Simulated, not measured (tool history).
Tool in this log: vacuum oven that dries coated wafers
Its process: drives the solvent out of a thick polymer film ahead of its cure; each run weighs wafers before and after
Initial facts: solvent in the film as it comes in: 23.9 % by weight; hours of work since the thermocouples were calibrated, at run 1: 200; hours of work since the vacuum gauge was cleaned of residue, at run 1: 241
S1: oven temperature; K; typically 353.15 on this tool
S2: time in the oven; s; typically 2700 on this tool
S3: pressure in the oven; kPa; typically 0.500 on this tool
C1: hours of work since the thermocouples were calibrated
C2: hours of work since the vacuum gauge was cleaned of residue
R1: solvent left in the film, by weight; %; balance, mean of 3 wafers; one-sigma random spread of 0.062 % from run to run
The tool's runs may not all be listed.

| run | hour | S1 | S2 | S3 | C1 | C2 | R1 |
|---|---|---|---|---|---|---|---|
| 1 | 0.0 | 353.15 | 2700 | 0.500 | 200 | 241 | 3.25 |
| 2 | 6.8 | 353.15 | 2700 | 0.500 | 204 | 245 | 3.36 |
| 3 | 15.2 | 353.15 | 2700 | 0.500 | 210 | 251 | 3.44 |
| 4 | 24.8 | 353.15 | 2700 | 0.500 | 215 | 256 | 3.36 |
| 5 | 37.8 | 353.15 | 2700 | 0.500 | 223 | 264 | 3.40 |
| 6 | 45.7 | 353.15 | 2700 | 0.500 | 228 | 269 | 3.39 |
|  | 47.9 | vacuum gauge cleaned of residue and calibrated |
| 7 | 54.9 | 353.15 | 2700 | 0.500 | 233 | 4 | 3.39 |
| 8 | 68.7 | 353.15 | 2700 | 0.500 | 242 | 13 | 3.24 |
|  | 72.4 | vacuum gauge cleaned of residue and calibrated, once more |
| 9 | 80.7 | 353.15 | 2700 | 0.500 | 248 | 5 | 3.34 |
| 10 | 91.8 | 353.15 | 2700 | 0.500 | 255 | 12 | 3.21 |
| 11 | 106.4 | 361.15 | 2640 | 1.809 | 264 | 21 | 1.40 |
| 12 | 117.2 | 361.15 | 2640 | 1.809 | 271 | 28 | 1.37 |
| 13 | 132.9 | 347.15 | 2700 | 0.500 | 280 | 37 | 6.41 |
| 14 | 145.0 | 347.15 | 2700 | 0.500 | 288 | 45 | 6.30 |
| 15 | 154.7 | 348.15 | 2700 | 0.688 | 294 | 51 | 5.71 |
| 16 | 169.7 | 353.15 | 1560 | 0.769 | 303 | 60 | 7.00 |
| 17 | 183.3 | 353.15 | 1560 | 0.769 | 312 | 69 | 6.87 |

Per-run results on a tool with no hidden state, each run keeping its own random variation:
Hidden state present: true wafer temperature over the reading, C; true pressure over the reading, kPa; drift of the gauge itself on solvent_pct, %.
| run | R1 |
|---|---|
| 1 | 3.54 |
| 2 | 3.65 |
| 3 | 3.73 |
| 4 | 3.66 |
| 5 | 3.70 |
| 6 | 3.70 |
| 7 | 3.69 |
| 8 | 3.54 |
| 9 | 3.68 |
| 10 | 3.55 |
| 11 | 1.57 |
| 12 | 1.53 |
| 13 | 6.86 |
| 14 | 6.76 |
| 15 | 6.15 |
| 16 | 7.46 |
| 17 | 7.33 |
